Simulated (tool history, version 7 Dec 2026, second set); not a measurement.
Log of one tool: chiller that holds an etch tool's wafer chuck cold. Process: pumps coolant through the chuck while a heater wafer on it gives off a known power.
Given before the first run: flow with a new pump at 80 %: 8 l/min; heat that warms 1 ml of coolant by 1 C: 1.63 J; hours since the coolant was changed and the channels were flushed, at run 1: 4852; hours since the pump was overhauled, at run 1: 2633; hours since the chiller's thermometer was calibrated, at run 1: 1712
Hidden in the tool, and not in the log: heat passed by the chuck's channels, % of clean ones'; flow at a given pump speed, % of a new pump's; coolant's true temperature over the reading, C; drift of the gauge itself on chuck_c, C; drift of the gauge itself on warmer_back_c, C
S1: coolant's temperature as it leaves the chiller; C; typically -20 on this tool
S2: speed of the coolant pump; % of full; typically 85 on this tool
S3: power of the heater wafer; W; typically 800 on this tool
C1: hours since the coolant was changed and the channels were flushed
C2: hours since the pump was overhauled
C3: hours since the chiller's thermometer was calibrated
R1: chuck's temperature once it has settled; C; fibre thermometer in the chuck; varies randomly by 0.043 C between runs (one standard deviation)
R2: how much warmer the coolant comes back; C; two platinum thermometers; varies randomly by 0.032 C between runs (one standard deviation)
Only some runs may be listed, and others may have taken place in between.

run    hour   S1  S2    S3    C1    C2    C3      R1    R2
  1     0.0  -20  85   800  4852  2633  1712  -13.75  3.57
  2   100.5  -20  85   672  4953  2734  1813  -14.80  3.04
  3   194.9  -20  85   542  5047  2828  1907  -15.85  2.42
  4   289.5  -20  85   542  5142  2923  2001  -15.85  2.46
  5   331.7  -20  85   542  5184  2965  2044  -15.93  2.45
  6   429.9  -20  85   542  5282  3063  2142  -15.82  2.46
  7   494.0  -20  77   542  5346  3127  2206  -15.60  2.71
  8   566.2  -20  77   542  5419  3199  2278  -15.56  2.77
  9   664.8  -20  77   542  5517  3298  2377  -15.61  2.78
 10   742.9  -20  85  1001  5595  3376  2455  -12.25  4.64
 11   811.5  -20  85  1001  5664  3445  2524  -12.16  4.62
 12   866.8  -20  85  1001  5719  3500  2579  -12.23  4.66
 13   960.3  -20  85  1001  5813  3594  2672  -12.17  4.65
 14  1030.3  -20  85  1001  5883  3663  2742  -12.21  4.63
 15  1120.0  -20  85   800  5972  3753  2832  -13.87  3.68
 16  1207.5  -20  85   728  6060  3841  2919  -14.43  3.35
 17  1310.9  -19  77   529  6163  3944  3023  -14.72  2.73
 18  1381.1  -20  66   526  6233  4014  3093  -15.21  3.16
 19  1471.3  -20  66   526  6324  4104  3183  -15.31  3.18
 20  1533.4  -20  97   800  6386  4167  3245  -14.38  3.25
 21  1578.4  -20  97   800  6431  4212  3290  -14.37  3.29
 22  1630.5  -20  97   815  6483  4264  3343  -14.26  3.36
 23  1715.5  -20  97   815  6568  4349  3428  -14.26  3.41
 24  1818.3  -24  98   815  6671  4452  3530  -18.25  3.29
 25  1900.7  -24  65   815  6753  4534  3613  -16.34  5.07
 26  1971.8  -24  65   890  6824  4605  3684  -15.58  5.52
 27  2041.2  -24  65   890  6894  4674  3753  -15.62  5.54
 28  2086.0  -24  65   890  6938  4719  3798  -15.50  5.47
 29  2186.0  -24  65   890  7038  4819  3898  -15.55  5.54
 30  2281.9  -24  65   890  7134  4915  3994  -15.58  5.62
 31  2379.3  -24  65   890  7232  5013  4091  -15.56  5.52
 32  2436.9  -24  72   788  7289  5070  4149  -17.14  4.44

Branching from run 32: 3 alternative next runs. What would each branch give?
  A  2525.7  -27  72  584  7378  5159  4238   ?   ?
  B  2525.7  -29  68  429  7378  5159  4238   ?   ?
  C  2525.7  -12  85  800  7378  5159  4238   ?   ?

run      R1    R2
  A  -22.05  3.27
  B  -25.29  2.59
  C   -5.76  3.87
Take away the tool's hidden state, keep each run's random variation, and the runs would have read:
run      R1    R2
  A  -22.14  2.96
  B  -25.24  2.35
  C   -6.00  3.51
